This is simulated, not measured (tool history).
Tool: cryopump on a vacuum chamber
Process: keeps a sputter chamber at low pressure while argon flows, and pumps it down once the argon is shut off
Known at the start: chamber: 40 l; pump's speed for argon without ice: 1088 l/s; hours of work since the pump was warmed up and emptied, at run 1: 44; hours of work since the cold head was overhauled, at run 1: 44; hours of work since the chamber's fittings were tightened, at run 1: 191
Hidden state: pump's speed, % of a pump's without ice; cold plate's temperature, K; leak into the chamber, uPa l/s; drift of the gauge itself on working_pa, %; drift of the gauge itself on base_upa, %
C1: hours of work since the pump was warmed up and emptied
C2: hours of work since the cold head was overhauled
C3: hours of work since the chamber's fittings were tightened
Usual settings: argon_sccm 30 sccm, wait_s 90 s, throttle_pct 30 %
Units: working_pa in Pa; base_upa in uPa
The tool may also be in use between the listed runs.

Run 1, hour 0: usual settings; C1 44; C2 44; C3 191. Result: working_pa 0.1558 Pa, base_upa 1.42 uPa.
Run 2, hour 44.7: usual settings; C1 67; C2 67; C3 213. Result: working_pa 0.1561 Pa, base_upa 1.48 uPa.
Run 3, hour 93.6: usual settings; C1 92; C2 92; C3 238. Result: working_pa 0.1558 Pa, base_upa 1.44 uPa.
Run 4, hour 138.4: usual settings but argon_sccm 57 sccm; C1 115; C2 115; C3 261. Result: working_pa 0.2975 Pa, base_upa 1.44 uPa.
Run 5, hour 178.3: usual settings but argon_sccm 57 sccm; C1 135; C2 135; C3 281. Result: working_pa 0.3 Pa, base_upa 1.52 uPa.
Run 6, hour 249.3: usual settings but argon_sccm 57 sccm, wait_s 54 s; C1 171; C2 171; C3 317. Result: working_pa 0.2972 Pa, base_upa 2.16 uPa.
Run 7, hour 287.3: usual settings but argon_sccm 57 sccm, wait_s 54 s; C1 190; C2 190; C3 336. Result: working_pa 0.2978 Pa, base_upa 2.18 uPa.
Run 8, hour 330.8: usual settings but argon_sccm 57 sccm, wait_s 54 s; C1 212; C2 212; C3 359. Result: working_pa 0.3009 Pa, base_upa 2.21 uPa.
Run 9, hour 402.7: usual settings but argon_sccm 57 sccm, wait_s 54 s; C1 249; C2 249; C3 395. Result: working_pa 0.2992 Pa, base_upa 2.18 uPa.
Run 10, hour 465.6: usual settings but wait_s 123 s; C1 281; C2 281; C3 427. Result: working_pa 0.1585 Pa, base_upa 1.39 uPa.
Run 11, hour 537.5: usual settings but throttle_pct 38 %; C1 317; C2 317; C3 464. Result: working_pa 0.1242 Pa, base_upa 1.69 uPa.
Run 12, hour 585.8: usual settings but throttle_pct 25 %; C1 342; C2 342; C3 488. Result: working_pa 0.1894 Pa, base_upa 1.71 uPa.
Run 13, hour 640.3: usual settings but argon_sccm 51 sccm, throttle_pct 36 %; C1 369; C2 369; C3 516. Result: working_pa 0.2266 Pa, base_upa 1.71 uPa.
Run 14, hour 688.6: usual settings but argon_sccm 27 sccm, wait_s 230 s, throttle_pct 44 %; C1 394; C2 394; C3 540. Result: working_pa 0.0982 Pa, base_upa 1.24 uPa.
Run 15, hour 733.7: usual settings but argon_sccm 44 sccm, wait_s 192 s, throttle_pct 16 %; C1 417; C2 417; C3 563. Result: working_pa 0.4318 Pa, base_upa 1.38 uPa.
Run 16, hour 775.9: usual settings but argon_sccm 49 sccm, wait_s 27 s, throttle_pct 16 %; C1 438; C2 438; C3 585. Result: working_pa 0.4858 Pa, base_upa 4.02 uPa.
Run 17, hour 843.4: usual settings but argon_sccm 49 sccm, wait_s 27 s, throttle_pct 16 %; C1 473; C2 473; C3 619. Result: working_pa 0.482 Pa, base_upa 4.22 uPa.
Run 18, hour 878: usual settings but argon_sccm 49 sccm, wait_s 27 s, throttle_pct 16 %; C1 490; C2 490; C3 637. Result: working_pa 0.4867 Pa, base_upa 4.07 uPa.
Run 19, hour 933.1: usual settings but argon_sccm 14 sccm, wait_s 59 s; C1 518; C2 518; C3 665. Result: working_pa 0.0754 Pa, base_upa 2.44 uPa.
Run 20, hour 965.9: usual settings but argon_sccm 14 sccm, wait_s 59 s; C1 535; C2 535; C3 681. Result: working_pa 0.0736 Pa, base_upa 2.47 uPa.
Run 21, hour 1030.3: usual settings but argon_sccm 14 sccm, wait_s 59 s, throttle_pct 15 %; C1 568; C2 568; C3 714. Result: working_pa 0.1456 Pa, base_upa 2.56 uPa.
Run 22, hour 1062.6: usual settings but wait_s 107 s, throttle_pct 50 %; C1 584; C2 584; C3 730. Result: working_pa 0.0992 Pa, base_upa 1.89 uPa.
Run 23, hour 1098.5: usual settings but argon_sccm 49 sccm, wait_s 24 s, throttle_pct 24 %; C1 602; C2 602; C3 749. Result: working_pa 0.3284 Pa, base_upa 4.57 uPa.
Run 24, hour 1152.7: usual settings but argon_sccm 49 sccm, wait_s 24 s, throttle_pct 24 %; C1 630; C2 630; C3 776. Result: working_pa 0.3274 Pa, base_upa 4.65 uPa.

Hidden state or all else? Some run-to-run changes of working_pa, split into what the settings, what came in and random variation would give without the hidden state, and what is left for the hidden state (with any gauge scatter that isn't in both results):
Run 14 -> 15: argon_sccm 27 -> 44, wait_s 230 -> 192, throttle_pct 44 -> 16. working_pa +0.3336 Pa: hidden state +0.0024, all else +0.3312.
Run 18 -> 19: argon_sccm 49 -> 14, wait_s 27 -> 59, throttle_pct 16 -> 30. working_pa -0.4113 Pa: hidden state -0.0053, all else -0.406.
Run 22 -> 23: argon_sccm 30 -> 49, wait_s 107 -> 24, throttle_pct 50 -> 24. working_pa +0.2292 Pa: hidden state +0.0038, all else +0.2254.
